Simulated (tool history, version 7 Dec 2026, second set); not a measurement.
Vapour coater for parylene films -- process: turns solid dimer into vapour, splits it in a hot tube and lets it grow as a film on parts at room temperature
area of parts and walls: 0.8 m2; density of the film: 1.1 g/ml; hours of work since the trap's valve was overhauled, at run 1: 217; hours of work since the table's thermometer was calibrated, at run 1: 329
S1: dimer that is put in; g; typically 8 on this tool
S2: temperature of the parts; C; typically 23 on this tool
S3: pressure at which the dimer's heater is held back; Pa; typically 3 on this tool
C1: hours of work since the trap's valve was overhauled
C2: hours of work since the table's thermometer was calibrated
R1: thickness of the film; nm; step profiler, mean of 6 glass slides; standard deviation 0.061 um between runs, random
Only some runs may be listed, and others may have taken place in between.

Run 1, hour 0: usual settings; C1 217; C2 329. Result: R1 6850 nm.
Run 2, hour 22.5: usual settings; C1 227; C2 339. Result: R1 6880 nm.
Run 3, hour 51.3: usual settings; C1 240; C2 352. Result: R1 6880 nm.
Run 4, hour 70.9: usual settings but S3 2.65 Pa; C1 249; C2 361. Result: R1 6950 nm.
Run 5, hour 86.7: usual settings but S3 2.65 Pa; C1 256; C2 368. Result: R1 7020 nm.
Run 6, hour 117.1: usual settings but S3 5.63 Pa; C1 270; C2 382. Result: R1 6070 nm.
Run 7, hour 134.8: usual settings; C1 278; C2 390. Result: R1 6790 nm.
Run 8, hour 148.9: usual settings; C1 284; C2 396. Result: R1 6840 nm.
Run 9, hour 164.6: usual settings but S2 16 C; C1 291; C2 403. Result: R1 8010 nm.
Run 10, hour 180.6: usual settings but S2 16 C; C1 298; C2 410. Result: R1 8050 nm.
Run 11, hour 197.9: usual settings but S2 16 C, S3 3.73 Pa; C1 306; C2 418. Result: R1 7700 nm.
Run 12, hour 222.5: usual settings but S1 4 g; C1 317; C2 429. Result: R1 3430 nm.
Run 13, hour 239.7: usual settings but S1 4 g; C1 325; C2 437. Result: R1 3370 nm.
Run 14, hour 269.7: usual settings but S2 22 C; C1 338; C2 450. Result: R1 6830 nm.
Run 15, hour 300.3: usual settings but S3 3.52 Pa; C1 352; C2 464. Result: R1 6570 nm.
Run 16, hour 317.4: usual settings but S1 6 g, S3 3.52 Pa; C1 360; C2 472. Result: R1 4860 nm.
Run 17, hour 331.4: usual settings but S1 6 g, S3 3.52 Pa; C1 366; C2 478. Result: R1 4900 nm.
Run 18, hour 344.3: usual settings but S1 6 g, S2 15 C, S3 3.52 Pa; C1 372; C2 484. Result: R1 5860 nm.
Run 19, hour 371.2: usual settings but S1 6 g, S2 15 C, S3 3.52 Pa; C1 384; C2 496. Result: R1 5960 nm.
Run 20, hour 396.8: usual settings but S1 6 g, S2 32 C, S3 3.52 Pa; C1 395; C2 507. Result: R1 3840 nm.
Run 21, hour 427.8: usual settings; C1 409; C2 521. Result: R1 6670 nm.
Run 22, hour 450.4: usual settings; C1 419; C2 531. Result: R1 6630 nm.
Run 23, hour 463.5: usual settings; C1 425; C2 537. Result: R1 6670 nm.
Run 24, hour 491.3: usual settings but S2 16 C; C1 438; C2 550. Result: R1 7860 nm.
Run 25, hour 516.3: usual settings but S2 16 C; C1 449; C2 561. Result: R1 7780 nm.
Run 26, hour 532.2: usual settings but S1 4 g, S2 16 C, S3 2.82 Pa; C1 456; C2 568. Result: R1 3900 nm.
At hour 538.9: trap's valve overhauled.
Run 27, hour 563: usual settings but S1 4 g, S2 16 C, S3 2.82 Pa; C1 11; C2 580. Result: R1 4300 nm.
Run 28, hour 585: usual settings but S1 4 g, S2 16 C, S3 2.82 Pa; C1 21; C2 590. Result: R1 4310 nm.
Run 29, hour 611.4: usual settings but S3 2.41 Pa; C1 33; C2 602. Result: R1 7520 nm.
Run 30, hour 627.3: usual settings but S3 2.41 Pa; C1 40; C2 609. Result: R1 7490 nm.
Run 31, hour 642.2: usual settings but S1 6 g, S3 2.41 Pa; C1 46; C2 616. Result: R1 5690 nm.
Run 32, hour 663.6: usual settings but S1 6 g, S3 2.41 Pa; C1 56; C2 625. Result: R1 5690 nm.
Run 33, hour 688.3: usual settings but S1 9 g, S2 15 C, S3 3.36 Pa; C1 67; C2 636. Result: R1 9480 nm.
Run 34, hour 702.4: usual settings but S1 9 g, S2 15 C, S3 3.36 Pa; C1 73; C2 643. Result: R1 9480 nm.
Run 35, hour 731.8: usual settings but S1 13 g, S2 26 C; C1 87; C2 656. Result: R1 10930 nm.
Run 36, hour 750.8: usual settings but S1 9 g, S3 2.85 Pa; C1 95; C2 664. Result: R1 8060 nm.
Run 37, hour 779.6: usual settings but S3 2.85 Pa; C1 108; C2 677. Result: R1 7280 nm.
Run 38, hour 806.6: usual settings but S2 20 C; C1 120; C2 689. Result: R1 7720 nm.
Run 39, hour 824.2: usual settings but S2 20 C; C1 128; C2 697. Result: R1 7580 nm.
Run 40, hour 838.8: usual settings but S2 20 C, S3 7.65 Pa; C1 135; C2 704. Result: R1 6390 nm.
Run 41, hour 862.3: usual settings but S1 3 g, S2 33 C, S3 2.3 Pa; C1 145; C2 714. Result: R1 2180 nm.
Run 42, hour 876.4: usual settings but S1 3 g, S2 33 C, S3 2.3 Pa; C1 152; C2 721. Result: R1 2180 nm.
Run 43, hour 905.9: usual settings but S1 3 g, S2 33 C, S3 2.3 Pa; C1 165; C2 734. Result: R1 2220 nm.
Run 44, hour 925.4: usual settings but S3 2.85 Pa; C1 174; C2 743. Result: R1 7070 nm.
Run 45, hour 952: usual settings but S2 16 C; C1 186; C2 755. Result: R1 8270 nm.
Run 46, hour 968.5: usual settings but S2 16 C; C1 193; C2 762. Result: R1 8230 nm.
Run 47, hour 995.9: usual settings but S1 5 g, S2 26 C, S3 3.46 Pa; C1 205; C2 774. Result: R1 4020 nm.

Consider 4 possible next runs. They are alternatives, not a sequence: every one starts from the tool as it was left by run 47. What does each give?
Run A, hour 1016.5: usual settings but S1 10 g, S3 7.68 Pa; C1 215; C2 784. Result: R1 ?.
Run B, hour 1016.5: usual settings but S3 3.4 Pa; C1 215; C2 784. Result: R1 ?.
Run C, hour 1016.5: usual settings but S1 12 g, S2 30 C, S3 3.46 Pa; C1 215; C2 784. Result: R1 ?.
Run D, hour 1016.5: usual settings but S1 6 g, S2 35 C, S3 3.46 Pa; C1 215; C2 784. Result: R1 ?.

run    R1
  A  7330
  B  6920
  C  8420
  D  3890
What these runs would have given with no unlogged condition in the tool:
run    R1
  A  7530
  B  7110
  C  8660
  D  4000

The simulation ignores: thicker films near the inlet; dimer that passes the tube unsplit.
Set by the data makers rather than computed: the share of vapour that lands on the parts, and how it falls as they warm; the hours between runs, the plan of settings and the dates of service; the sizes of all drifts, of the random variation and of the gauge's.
